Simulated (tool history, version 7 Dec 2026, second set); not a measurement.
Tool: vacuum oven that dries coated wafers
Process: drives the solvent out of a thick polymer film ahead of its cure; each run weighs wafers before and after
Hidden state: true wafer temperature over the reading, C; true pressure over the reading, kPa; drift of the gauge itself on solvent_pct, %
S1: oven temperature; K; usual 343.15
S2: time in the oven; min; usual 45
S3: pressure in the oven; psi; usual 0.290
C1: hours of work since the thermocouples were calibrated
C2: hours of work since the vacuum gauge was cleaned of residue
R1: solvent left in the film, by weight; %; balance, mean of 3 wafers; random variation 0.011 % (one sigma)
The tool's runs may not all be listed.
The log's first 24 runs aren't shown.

{"run": 25, "hour": 1025.3, "S1": 343.15, "S2": 45, "S3": 0.29, "C1": 76, "C2": 1370, "R1": 3.46}
{"run": 26, "hour": 1081.0, "S1": 343.15, "S2": 63, "S3": 0.222, "C1": 120, "C2": 1414, "R1": 2.28}
{"run": 27, "hour": 1117.9, "S1": 343.15, "S2": 73, "S3": 0.222, "C1": 150, "C2": 1444, "R1": 1.91}
{"run": 28, "hour": 1171.3, "S1": 343.15, "S2": 71, "S3": 0.222, "C1": 193, "C2": 1487, "R1": 1.99}
{"run": 29, "hour": 1198.1, "S1": 343.15, "S2": 31, "S3": 0.222, "C1": 214, "C2": 1508, "R1": 4.49}
{"run": 30, "hour": 1253.2, "S1": 343.15, "S2": 31, "S3": 0.222, "C1": 258, "C2": 1552, "R1": 4.49}
{"run": 31, "hour": 1298.4, "S1": 343.15, "S2": 45, "S3": 0.342, "C1": 294, "C2": 1588, "R1": 3.59}
{"run": 32, "hour": 1335.0, "S1": 342.15, "S2": 31, "S3": 0.249, "C1": 324, "C2": 1618, "R1": 4.73}
{"run": 33, "hour": 1370.1, "S1": 342.15, "S2": 31, "S3": 0.249, "C1": 352, "C2": 1646, "R1": 4.74}
{"run": 34, "hour": 1428.8, "S1": 343.15, "S2": 45, "S3": 0.455, "C1": 399, "C2": 1693, "R1": 3.9}
{"run": 35, "hour": 1464.5, "S1": 343.15, "S2": 45, "S3": 0.281, "C1": 427, "C2": 1721, "R1": 3.39}
{"run": 36, "hour": 1500.6, "S1": 343.15, "S2": 45, "S3": 0.281, "C1": 456, "C2": 1750, "R1": 3.39}
{"run": 37, "hour": 1533.2, "S1": 335.15, "S2": 45, "S3": 0.29, "C1": 482, "C2": 1776, "R1": 5.05}
{"run": 38, "hour": 1564.8, "S1": 343.15, "S2": 58, "S3": 0.29, "C1": 508, "C2": 1802, "R1": 2.67}
{"run": 39, "hour": 1610.2, "S1": 341.15, "S2": 34, "S3": 0.181, "C1": 544, "C2": 1838, "R1": 4.42}
{"run": 40, "hour": 1641.4, "S1": 346.15, "S2": 45, "S3": 0.29, "C1": 569, "C2": 1863, "R1": 2.84}
{"run": 41, "hour": 1668.8, "S1": 350.15, "S2": 58, "S3": 0.606, "C1": 591, "C2": 1885, "R1": 2.42}
{"run": 42, "hour": 1718.4, "S1": 340.15, "S2": 45, "S3": 0.867, "C1": 630, "C2": 1924, "R1": 5.72}
{"run": 43, "hour": 1772.4, "S1": 328.15, "S2": 31, "S3": 0.173, "C1": 674, "C2": 1968, "R1": 7.15}
{"run": 44, "hour": 1825.3, "S1": 328.15, "S2": 31, "S3": 0.173, "C1": 716, "C2": 2010, "R1": 7.1}
{"run": 45, "hour": 1879.9, "S1": 339.15, "S2": 34, "S3": 0.203, "C1": 760, "C2": 2054, "R1": 4.84}
{"run": 46, "hour": 1909.8, "S1": 339.15, "S2": 34, "S3": 0.203, "C1": 784, "C2": 2077, "R1": 4.86}
{"run": 47, "hour": 1944.2, "S1": 345.15, "S2": 45, "S3": 0.29, "C1": 811, "C2": 2105, "R1": 3.0}

Forecast each of these 4 alternatives for the next run:
{"run": "A", "hour": 1988.5, "S1": 339.15, "S2": 36, "S3": 0.59, "C1": 846, "C2": 2140, "R1": "?"}
{"run": "B", "hour": 1988.5, "S1": 329.15, "S2": 32, "S3": 0.387, "C1": 846, "C2": 2140, "R1": "?"}
{"run": "C", "hour": 1988.5, "S1": 357.15, "S2": 45, "S3": 0.29, "C1": 846, "C2": 2140, "R1": "?"}
{"run": "D", "hour": 1988.5, "S1": 340.15, "S2": 59, "S3": 0.466, "C1": 846, "C2": 2140, "R1": "?"}

run=A R1=5.74
run=B R1=7.53
run=C R1=1.31
run=D R1=3.70
Without the tool's hidden state the same runs would have given:
run=A R1=5.67
run=B R1=7.40
run=C R1=1.23
run=D R1=3.58
